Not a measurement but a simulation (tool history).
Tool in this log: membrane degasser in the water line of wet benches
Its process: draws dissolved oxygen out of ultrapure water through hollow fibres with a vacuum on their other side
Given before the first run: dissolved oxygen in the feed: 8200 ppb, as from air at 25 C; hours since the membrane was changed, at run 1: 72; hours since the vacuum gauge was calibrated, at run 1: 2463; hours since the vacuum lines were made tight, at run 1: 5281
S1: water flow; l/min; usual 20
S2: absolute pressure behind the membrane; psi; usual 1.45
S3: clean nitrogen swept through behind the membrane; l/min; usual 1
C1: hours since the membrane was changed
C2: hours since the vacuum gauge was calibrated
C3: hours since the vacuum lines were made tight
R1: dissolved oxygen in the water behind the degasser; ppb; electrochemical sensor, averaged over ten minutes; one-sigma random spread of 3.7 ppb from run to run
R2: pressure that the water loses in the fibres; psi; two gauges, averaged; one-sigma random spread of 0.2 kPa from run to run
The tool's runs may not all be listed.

run,hour,S1,S2,S3,C1,C2,C3,R1,R2
1,0,20,1.45,1,72,2463,5281,369.4,6.432
2,93,20,1.45,1,165,2556,5374,371.5,6.443
3,159.8,20,3.47,1,232,2623,5441,913.4,6.46
4,264.4,20,3.47,1,337,2728,5546,909.2,6.393
5,410,20,1.45,0.7,482,2873,5691,466.7,6.444
6,555,20,1.45,0.79,627,3018,5836,432.4,6.43
7,655.9,15,1.45,0.79,728,3119,5937,319,4.856
# hour 663.3: vacuum gauge calibrated
8,767.6,15,1.45,0.79,839,104,6048,313.4,4.82
9,859.1,15,1.45,0.79,931,196,6140,314.7,4.869
10,956.6,20,1.45,1,1028,293,6237,372.6,6.411
11,1071.2,28,1.45,1,1143,408,6352,575.6,9.055
12,1171.8,20,1.45,0.47,1243,508,6452,616.8,6.502
13,1252.5,20,1.45,0.47,1324,589,6533,611.2,6.459
# hour 1312.6: seals of the vacuum lines changed
14,1400.8,20,1.45,0.47,1470,735,88,614.3,6.469
15,1492.7,13,1.45,1,1562,827,180,214.6,4.222
16,1556.5,20,1.55,1,1626,891,244,400.2,6.428
17,1630.7,20,1.45,1,1700,965,318,369.3,6.473
18,1773.5,20,1.45,1,1843,1108,461,374.3,6.512
19,1914.5,20,1.45,1,1984,1249,602,366.1,6.501
20,2025.9,25,1.33,1,2095,1361,713,461.5,8.097
21,2119.4,25,1.33,1,2189,1454,807,455.7,8.079
22,2227.9,16,2.57,1,2297,1563,915,539,5.187
23,2375.3,16,2.57,1,2445,1710,1063,546.1,5.239
24,2449.4,17,1.45,2.88,2519,1784,1137,148.5,5.558
25,2593,23,1.02,0.42,2663,1928,1280,484,7.49
26,2663,20,2.38,1.01,2733,1998,1350,619.8,6.522
27,2777.5,20,2.38,1.01,2847,2112,1465,618.1,6.538
28,2925.2,15,0.99,0.99,2995,2260,1613,156.9,4.923
29,3034.4,28,3.12,1,3104,2369,1722,1158.6,9.15
30,3101.4,28,3.12,0.96,3171,2436,1789,1180.1,9.153
31,3215.9,16,0.9,1.02,3286,2551,1903,148.2,5.253
32,3356.8,28,0.9,1.1,3426,2691,2044,378.1,9.179
33,3481.4,16,2,1.1,3551,2816,2169,383.8,5.234

Selected run-to-run steps in R1, each split into two signed amounts: the part the tool would show with no hidden state at all (from settings, incoming material and random variation), and the remainder, which goes to the hidden state together with any gauge scatter not common to the measured and the hidden-state-free results:
Hidden state at play: membrane still open, %; true pressure behind the membrane over the reading, kPa; air that leaks in behind the membrane, l/min; drift of the gauge itself on oxygen_ppb, %; drift of the gauge itself on loss_of_pressure_kpa, %.
Run 2 -> 3: S2 1.45 -> 3.47. R1 +541.9 ppb: hidden state +2.6, all else +539.3.
Run 28 -> 29: S1 15 -> 28, S2 0.99 -> 3.12, S3 0.99 -> 1. R1 +1001.7 ppb: hidden state +8, all else +993.7.
Run 30 -> 31: S1 28 -> 16, S2 3.12 -> 0.9, S3 0.96 -> 1.02. R1 -1031.9 ppb: hidden state -6.9, all else -1025.
Run 31 -> 32: S1 16 -> 28, S3 1.02 -> 1.1. R1 +229.9 ppb: hidden state +10.6, all else +219.3.
Run 32 -> 33: S1 28 -> 16, S2 0.9 -> 2. R1 +5.7 ppb: hidden state -10.2, all else +15.9.
